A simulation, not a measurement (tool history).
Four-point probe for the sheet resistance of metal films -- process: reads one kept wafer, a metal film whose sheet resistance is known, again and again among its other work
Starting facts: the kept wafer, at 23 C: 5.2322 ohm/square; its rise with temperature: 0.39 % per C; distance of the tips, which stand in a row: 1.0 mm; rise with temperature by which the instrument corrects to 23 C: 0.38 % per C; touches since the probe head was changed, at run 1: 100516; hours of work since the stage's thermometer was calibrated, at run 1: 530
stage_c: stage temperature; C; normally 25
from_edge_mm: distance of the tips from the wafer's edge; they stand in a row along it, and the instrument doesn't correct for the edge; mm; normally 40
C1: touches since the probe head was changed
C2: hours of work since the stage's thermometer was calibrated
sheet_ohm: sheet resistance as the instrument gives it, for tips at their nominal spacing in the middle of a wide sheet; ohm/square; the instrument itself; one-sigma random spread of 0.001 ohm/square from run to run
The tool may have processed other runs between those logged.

run 1 hour=0.0 | stage_c=25 from_edge_mm=40 | C1=100516 C2=530 | sheet_ohm=5.279573
run 2 hour=21.6 | stage_c=25 from_edge_mm=40 | C1=101911 C2=546 | sheet_ohm=5.275452
run 3 hour=44.9 | stage_c=25 from_edge_mm=40 | C1=103408 C2=562 | sheet_ohm=5.278856
run 4 hour=80.4 | stage_c=25 from_edge_mm=69 | C1=105695 C2=588 | sheet_ohm=5.279390
run 5 hour=101.4 | stage_c=24 from_edge_mm=40 | C1=107052 C2=604 | sheet_ohm=5.279887
run 6 hour=123.2 | stage_c=24 from_edge_mm=40 | C1=108454 C2=620 | sheet_ohm=5.279882
run 7 hour=143.0 | stage_c=24 from_edge_mm=40 | C1=109730 C2=634 | sheet_ohm=5.280138
run 8 hour=184.0 | stage_c=30 from_edge_mm=40 | C1=112375 C2=664 | sheet_ohm=5.286498
run 9 hour=213.1 | stage_c=30 from_edge_mm=40 | C1=114246 C2=685 | sheet_ohm=5.285962
run 10 hour=237.9 | stage_c=30 from_edge_mm=40 | C1=115847 C2=703 | sheet_ohm=5.285301
run 11 hour=269.3 | stage_c=34 from_edge_mm=40 | C1=117872 C2=726 | sheet_ohm=5.289859
-- hour=272.6 stage's thermometer calibrated
run 12 hour=291.5 | stage_c=34 from_edge_mm=40 | C1=119267 C2=14 | sheet_ohm=5.292446
run 13 hour=317.7 | stage_c=34 from_edge_mm=8 | C1=120954 C2=33 | sheet_ohm=5.335678
-- hour=338.5 new probe head fitted
run 14 hour=346.3 | stage_c=21 from_edge_mm=8 | C1=504 C2=53 | sheet_ohm=5.276127
run 15 hour=382.8 | stage_c=21 from_edge_mm=8 | C1=2853 C2=80 | sheet_ohm=5.278172
-- hour=390.9 stage's thermometer calibrated, once more
run 16 hour=422.5 | stage_c=24 from_edge_mm=40 | C1=5379 C2=23 | sheet_ohm=5.230404
run 17 hour=440.0 | stage_c=19 from_edge_mm=23 | C1=6510 C2=36 | sheet_ohm=5.232467
run 18 hour=480.2 | stage_c=24 from_edge_mm=36 | C1=9102 C2=65 | sheet_ohm=5.232502
run 19 hour=507.2 | stage_c=25 from_edge_mm=40 | C1=10839 C2=85 | sheet_ohm=5.231865
run 20 hour=540.5 | stage_c=22 from_edge_mm=6 | C1=12987 C2=109 | sheet_ohm=5.307909
run 21 hour=567.2 | stage_c=22 from_edge_mm=6 | C1=14708 C2=129 | sheet_ohm=5.307972
run 22 hour=602.9 | stage_c=21 from_edge_mm=21 | C1=17004 C2=155 | sheet_ohm=5.236062
run 23 hour=622.5 | stage_c=20 from_edge_mm=3 | C1=18272 C2=169 | sheet_ohm=5.522838
run 24 hour=646.8 | stage_c=25 from_edge_mm=39 | C1=19837 C2=187 | sheet_ohm=5.235682
run 25 hour=675.5 | stage_c=24 from_edge_mm=59 | C1=21688 C2=208 | sheet_ohm=5.234874
run 26 hour=704.7 | stage_c=25 from_edge_mm=4 | C1=23568 C2=229 | sheet_ohm=5.405726
run 27 hour=731.7 | stage_c=28 from_edge_mm=4 | C1=25308 C2=248 | sheet_ohm=5.407273

Results per run with the tool's hidden condition removed, run-to-run variation unchanged:
Hidden state at play: inner tips' distance over the nominal, %; tips' flats over new ones', %; wafer's true temperature over the reading, C; drift of the gauge itself on sheet_ohm, %.
run=1 sheet_ohm=5.236716
run=2 sheet_ohm=5.232112
run=3 sheet_ohm=5.234937
run=4 sheet_ohm=5.234603
run=5 sheet_ohm=5.234564
run=6 sheet_ohm=5.234056
run=7 sheet_ohm=5.233836
run=8 sheet_ohm=5.239204
run=9 sheet_ohm=5.237940
run=10 sheet_ohm=5.236699
run=11 sheet_ohm=5.240576
run=12 sheet_ohm=5.240567
run=13 sheet_ohm=5.282817
run=14 sheet_ohm=5.274995
run=15 sheet_ohm=5.276121
run=16 sheet_ohm=5.234900
run=17 sheet_ohm=5.236611
run=18 sheet_ohm=5.235659
run=19 sheet_ohm=5.234431
run=20 sheet_ohm=5.309766
run=21 sheet_ohm=5.309228
run=22 sheet_ohm=5.236463
run=23 sheet_ohm=5.522777
run=24 sheet_ohm=5.235034
run=25 sheet_ohm=5.233504
run=26 sheet_ohm=5.403614
run=27 sheet_ohm=5.404521
